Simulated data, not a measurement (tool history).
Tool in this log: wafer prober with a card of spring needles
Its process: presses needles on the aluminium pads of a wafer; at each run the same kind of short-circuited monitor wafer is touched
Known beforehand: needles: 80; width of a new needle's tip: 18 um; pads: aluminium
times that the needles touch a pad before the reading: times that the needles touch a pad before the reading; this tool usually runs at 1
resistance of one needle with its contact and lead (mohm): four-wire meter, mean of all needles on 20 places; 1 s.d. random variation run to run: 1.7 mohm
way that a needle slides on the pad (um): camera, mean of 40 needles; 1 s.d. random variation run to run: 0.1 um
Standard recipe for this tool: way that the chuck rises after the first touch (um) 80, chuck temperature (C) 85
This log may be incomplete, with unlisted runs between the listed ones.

run	hour	way that the chuck rises after the first touch (um)	chuck temperature (C)	times that the needles touch a pad before the reading	resistance of one needle with its contact and lead (mohm)	way that a needle slides on the pad (um)
1	0	80	85	1	184	20.61
2	17.2	80	85	1	187	20.4
3	34.3	80	85	1	186	20.47
4	54.3	80	85	1	185	20.46
5	89.9	80	85	1	184	20.24
6	106.1	80	85	1	180	20.13
7	144.2	80	85	1	187	20.3
8	181.6	80	85	1	184	20.11
9	202.4	80	85	1	192	20.1
10	241.4	80	85	1	180	19.85
11	274.1	72	85	1	196	17.64
12	297.3	72	85	1	189	17.62
13	331	80	85	1	181	19.57
14	351.1	80	85	1	178	21.86
15	371	80	85	1	185	21.68
16	403.5	70	50	1	181	18.59
17	432.8	70	50	1	186	18.72
18	455.5	70	25	2	170	18.57
19	477.8	70	25	2	179	18.52
20	504.7	71	29	2	178	18.63
21	538	61	121	2	202	15.94
22	570.3	61	121	2	200	15.86
23	601.3	61	108	2	193	15.59
24	621.5	69	72	1	194	17.77
25	657.7	69	72	1	194	17.69
26	684.8	63	85	1	204	15.97
27	701.3	61	50	1	198	15.39
28	726.8	61	50	1	192	15.3
29	753.3	61	50	1	191	15.19

Not shown: 86 entries that the log had between the listed runs. Between which runs, and how does the tool's hidden state differ before and after?
In the gap between runs 1 and 2: tips cleaned on abrasive film (hour 2); tips cleaned on abrasive film (hour 11.5)
  debris on the tips, nm: 46.9 -> 38.2; way that the needles fall short of the set height, um: 3.9 -> 4.11; tips' diameter, um: 22.09 -> 22.16
  the result without the hidden state subtracted from the measured one, resistance of one needle with its contact and lead (mohm): +17 -> +16; way that a needle slides on the pad (um): -1.06 -> -1.1
In the gap between runs 2 and 3: tips cleaned on abrasive film (hour 21.1); tips cleaned on abrasive film (hour 30.8)
  debris on the tips, nm: 38.2 -> 27.1; way that the needles fall short of the set height, um: 4.11 -> 4.32; tips' diameter, um: 22.16 -> 22.24
  the result without the hidden state subtracted from the measured one, resistance of one needle with its contact and lead (mohm): +16 -> +12; way that a needle slides on the pad (um): -1.1 -> -1.17
In the gap between runs 3 and 4: tips cleaned on abrasive film (hour 40.1); tips cleaned on abrasive film (hour 49.8)
  debris on the tips, nm: 27.1 -> 29.6; way that the needles fall short of the set height, um: 4.32 -> 4.46; tips' diameter, um: 22.24 -> 22.29
  the result without the hidden state subtracted from the measured one, resistance of one needle with its contact and lead (mohm): +12 -> +13; way that a needle slides on the pad (um): -1.17 -> -1.2
In the gap between runs 4 and 5: tips cleaned on abrasive film (hour 57.8); tips cleaned on abrasive film (hour 65.6); tips cleaned on abrasive film (hour 75.2); tips cleaned on abrasive film (hour 84.6)
  debris on the tips, nm: 29.6 -> 36.2; way that the needles fall short of the set height, um: 4.46 -> 4.81; tips' diameter, um: 22.29 -> 22.41
  the result without the hidden state subtracted from the measured one, resistance of one needle with its contact and lead (mohm): +13 -> +16; way that a needle slides on the pad (um): -1.2 -> -1.3
In the gap between runs 5 and 6: tips cleaned on abrasive film (hour 93.6); tips cleaned on abrasive film (hour 103.2)
  debris on the tips, nm: 36.2 -> 21.5; way that the needles fall short of the set height, um: 4.81 -> 4.98; tips' diameter, um: 22.41 -> 22.47
  the result without the hidden state subtracted from the measured one, resistance of one needle with its contact and lead (mohm): +16 -> +11; way that a needle slides on the pad (um): -1.3 -> -1.34
In the gap between runs 6 and 7: tips cleaned on abrasive film (hour 111.9); tips cleaned on abrasive film (hour 119.7); tips cleaned on abrasive film (hour 129.2); tips cleaned on abrasive film (hour 138.8)
  debris on the tips, nm: 21.5 -> 34; way that the needles fall short of the set height, um: 4.98 -> 5.32; tips' diameter, um: 22.47 -> 22.59
  the result without the hidden state subtracted from the measured one, resistance of one needle with its contact and lead (mohm): +11 -> +15; way that a needle slides on the pad (um): -1.34 -> -1.45
In the gap between runs 7 and 8: tips cleaned on abrasive film (hour 148.1); tips cleaned on abrasive film (hour 157.3); tips cleaned on abrasive film (hour 167); tips cleaned on abrasive film (hour 176.7)
  debris on the tips, nm: 34 -> 30; way that the needles fall short of the set height, um: 5.32 -> 5.65; tips' diameter, um: 22.59 -> 22.7
  the result without the hidden state subtracted from the measured one, resistance of one needle with its contact and lead (mohm): +15 -> +14; way that a needle slides on the pad (um): -1.45 -> -1.53
In the gap between runs 8 and 9: tips cleaned on abrasive film (hour 185.5); tips cleaned on abrasive film (hour 195.2)
  debris on the tips, nm: 30 -> 45.8; way that the needles fall short of the set height, um: 5.65 -> 5.83; tips' diameter, um: 22.7 -> 22.77
  the result without the hidden state subtracted from the measured one, resistance of one needle with its contact and lead (mohm): +14 -> +19; way that a needle slides on the pad (um): -1.53 -> -1.58
In the gap between runs 9 and 10: tips cleaned on abrasive film (hour 204.3); tips cleaned on abrasive film (hour 212.1); tips cleaned on abrasive film (hour 221.8); tips cleaned on abrasive film (hour 231.4); tips cleaned on abrasive film (hour 241.1)
  debris on the tips, nm: 45.8 -> 5.1; way that the needles fall short of the set height, um: 5.83 -> 6.36; tips' diameter, um: 22.77 -> 22.95
  the result without the hidden state subtracted from the measured one, resistance of one needle with its contact and lead (mohm): +19 -> +8; way that a needle slides on the pad (um): -1.58 -> -1.71
In the gap between runs 10 and 11: tips cleaned on abrasive film (hour 249.2); tips cleaned on abrasive film (hour 256.9); tips cleaned on abrasive film (hour 266.5)
  debris on the tips, nm: 5.1 -> 44.5; way that the needles fall short of the set height, um: 6.36 -> 6.65; tips' diameter, um: 22.95 -> 23.05
  the result without the hidden state subtracted from the measured one, resistance of one needle with its contact and lead (mohm): +8 -> +25; way that a needle slides on the pad (um): -1.71 -> -1.79
In the gap between runs 11 and 12: tips cleaned on abrasive film (hour 276.2); tips cleaned on abrasive film (hour 285.6); tips cleaned on abrasive film (hour 295.1)
  debris on the tips, nm: 44.5 -> 17; way that the needles fall short of the set height, um: 6.65 -> 6.96; tips' diameter, um: 23.05 -> 23.16
  the result without the hidden state subtracted from the measured one, resistance of one needle with its contact and lead (mohm): +25 -> +14; way that a needle slides on the pad (um): -1.79 -> -1.89
In the gap between runs 12 and 13: tips cleaned on abrasive film (hour 303.1); tips cleaned on abrasive film (hour 312.8); tips cleaned on abrasive film (hour 322.2); tips cleaned on abrasive film (hour 331)
  debris on the tips, nm: 17 -> 4.6; way that the needles fall short of the set height, um: 6.96 -> 7.37; tips' diameter, um: 23.16 -> 23.3
  the result without the hidden state subtracted from the measured one, resistance of one needle with its contact and lead (mohm): +14 -> +8; way that a needle slides on the pad (um): -1.89 -> -1.99
In the gap between runs 13 and 14: height of the first contact set anew (hour 336.7); tips cleaned on abrasive film (hour 340.6); tips cleaned on abrasive film (hour 348.4)
  debris on the tips, nm: 4.6 -> 20.3; way that the needles fall short of the set height, um: 7.37 -> 0.21; tips' diameter, um: 23.3 -> 23.38
  the result without the hidden state subtracted from the measured one, resistance of one needle with its contact and lead (mohm): +8 -> +10; way that a needle slides on the pad (um): -1.99 -> -0.05
In the gap between runs 14 and 15: tips cleaned on abrasive film (hour 356.7); tips cleaned on abrasive film (hour 364.5)
  debris on the tips, nm: 20.3 -> 39.2; way that the needles fall short of the set height, um: 0.21 -> 0.37; tips' diameter, um: 23.38 -> 23.43
  the result without the hidden state subtracted from the measured one, resistance of one needle with its contact and lead (mohm): +10 -> +15; way that a needle slides on the pad (um): -0.05 -> -0.1
In the gap between runs 15 and 16: tips cleaned on abrasive film (hour 372.9); tips cleaned on abrasive film (hour 382.5); tips cleaned on abrasive film (hour 390.3); tips cleaned on abrasive film (hour 399.9)
  debris on the tips, nm: 39.2 -> 24; way that the needles fall short of the set height, um: 0.37 -> 0.77; tips' diameter, um: 23.43 -> 23.57
  the result without the hidden state subtracted from the measured one, resistance of one needle with its contact and lead (mohm): +15 -> +15; way that a needle slides on the pad (um): -0.1 -> -0.21
In the gap between runs 16 and 17: tips cleaned on abrasive film (hour 409.2); tips cleaned on abrasive film (hour 418.7); tips cleaned on abrasive film (hour 428.1)
  debris on the tips, nm: 24 -> 33.9; way that the needles fall short of the set height, um: 0.77 -> 1; tips' diameter, um: 23.57 -> 23.66
  the result without the hidden state subtracted from the measured one, resistance of one needle with its contact and lead (mohm): +15 -> +19; way that a needle slides on the pad (um): -0.21 -> -0.27
In the gap between runs 17 and 18: tips cleaned on abrasive film (hour 436.7); tips cleaned on abrasive film (hour 444.5); tips cleaned on abrasive film (hour 454.2)
  debris on the tips, nm: 33.9 -> 13.4; way that the needles fall short of the set height, um: 1 -> 1.28; tips' diameter, um: 23.66 -> 23.75
  the result without the hidden state subtracted from the measured one, resistance of one needle with its contact and lead (mohm): +19 -> +8; way that a needle slides on the pad (um): -0.27 -> -0.35
In the gap between runs 18 and 19: tips cleaned on abrasive film (hour 463.3); tips cleaned on abrasive film (hour 471)
  debris on the tips, nm: 13.4 -> 42.9; way that the needles fall short of the set height, um: 1.28 -> 1.43; tips' diameter, um: 23.75 -> 23.81
  the result without the hidden state subtracted from the measured one, resistance of one needle with its contact and lead (mohm): +8 -> +16; way that a needle slides on the pad (um): -0.35 -> -0.38
In the gap between runs 19 and 20: tips cleaned on abrasive film (hour 479.8); tips cleaned on abrasive film (hour 489); tips cleaned on abrasive film (hour 498.7)
  debris on the tips, nm: 42.9 -> 38.4; way that the needles fall short of the set height, um: 1.43 -> 1.72; tips' diameter, um: 23.81 -> 23.91
  the result without the hidden state subtracted from the measured one, resistance of one needle with its contact and lead (mohm): +16 -> +15; way that a needle slides on the pad (um): -0.38 -> -0.46
In the gap between runs 20 and 21: tips cleaned on abrasive film (hour 506.7); tips cleaned on abrasive film (hour 514.4); tips cleaned on abrasive film (hour 523.8); tips cleaned on abrasive film (hour 531.6)
  debris on the tips, nm: 38.4 -> 36.4; way that the needles fall short of the set height, um: 1.72 -> 2.16; tips' diameter, um: 23.91 -> 24.06
  the result without the hidden state subtracted from the measured one, resistance of one needle with its contact and lead (mohm): +15 -> +19; way that a needle slides on the pad (um): -0.46 -> -0.58
In the gap between runs 21 and 22: tips cleaned on abrasive film (hour 540); tips cleaned on abrasive film (hour 547.8); tips cleaned on abrasive film (hour 555.6); tips cleaned on abrasive film (hour 565.3)
  debris on the tips, nm: 36.4 -> 32.8; way that the needles fall short of the set height, um: 2.16 -> 2.59; tips' diameter, um: 24.06 -> 24.21
  the result without the hidden state subtracted from the measured one, resistance of one needle with its contact and lead (mohm): +19 -> +18; way that a needle slides on the pad (um): -0.58 -> -0.71
In the gap between runs 22 and 23: tips cleaned on abrasive film (hour 574.2); tips cleaned on abrasive film (hour 583.6); tips cleaned on abrasive film (hour 593.1); tips cleaned on abrasive film (hour 600.9)
  debris on the tips, nm: 32.8 -> 7.3; way that the needles fall short of the set height, um: 2.59 -> 2.97; tips' diameter, um: 24.21 -> 24.34
  the result without the hidden state subtracted from the measured one, resistance of one needle with its contact and lead (mohm): +18 -> +11; way that a needle slides on the pad (um): -0.71 -> -0.8
In the gap between runs 23 and 24: tips cleaned on abrasive film (hour 609.1); tips cleaned on abrasive film (hour 616.8)
  debris on the tips, nm: 7.3 -> 30.9; way that the needles fall short of the set height, um: 2.97 -> 3.17; tips' diameter, um: 24.34 -> 24.41
  the result without the hidden state subtracted from the measured one, resistance of one needle with its contact and lead (mohm): +11 -> +21; way that a needle slides on the pad (um): -0.8 -> -0.85
In the gap between runs 24 and 25: tips cleaned on abrasive film (hour 625.4); tips cleaned on abrasive film (hour 635.1); tips cleaned on abrasive film (hour 644.8); tips cleaned on abrasive film (hour 652.5)
  debris on the tips, nm: 30.9 -> 32.2; way that the needles fall short of the set height, um: 3.17 -> 3.58; tips' diameter, um: 24.41 -> 24.56
  the result without the hidden state subtracted from the measured one, resistance of one needle with its contact and lead (mohm): +21 -> +22; way that a needle slides on the pad (um): -0.85 -> -0.97
In the gap between runs 25 and 26: tips cleaned on abrasive film (hour 661.7); tips cleaned on abrasive film (hour 669.4); tips cleaned on abrasive film (hour 678.9)
  debris on the tips, nm: 32.2 -> 39.3; way that the needles fall short of the set height, um: 3.58 -> 3.9; tips' diameter, um: 24.56 -> 24.67
  the result without the hidden state subtracted from the measured one, resistance of one needle with its contact and lead (mohm): +22 -> +30; way that a needle slides on the pad (um): -0.97 -> -1.05
In the gap between runs 26 and 27: tips cleaned on abrasive film (hour 686.8); tips cleaned on abrasive film (hour 696.4)
  debris on the tips, nm: 39.3 -> 36.6; way that the needles fall short of the set height, um: 3.9 -> 4.06; tips' diameter, um: 24.67 -> 24.73
  the result without the hidden state subtracted from the measured one, resistance of one needle with its contact and lead (mohm): +30 -> +31; way that a needle slides on the pad (um): -1.05 -> -1.1
In the gap between runs 27 and 28: tips cleaned on abrasive film (hour 705.2); tips cleaned on abrasive film (hour 714.6); tips cleaned on abrasive film (hour 724)
  debris on the tips, nm: 36.6 -> 23.6; way that the needles fall short of the set height, um: 4.06 -> 4.35; tips' diameter, um: 24.73 -> 24.83
  the result without the hidden state subtracted from the measured one, resistance of one needle with its contact and lead (mohm): +31 -> +24; way that a needle slides on the pad (um): -1.1 -> -1.17
In the gap between runs 28 and 29: tips cleaned on abrasive film (hour 732.7); tips cleaned on abrasive film (hour 742.4); tips cleaned on abrasive film (hour 750.1)
  debris on the tips, nm: 23.6 -> 23.4; way that the needles fall short of the set height, um: 4.35 -> 4.66; tips' diameter, um: 24.83 -> 24.94
  the result without the hidden state subtracted from the measured one, resistance of one needle with its contact and lead (mohm): +24 -> +24; way that a needle slides on the pad (um): -1.17 -> -1.26
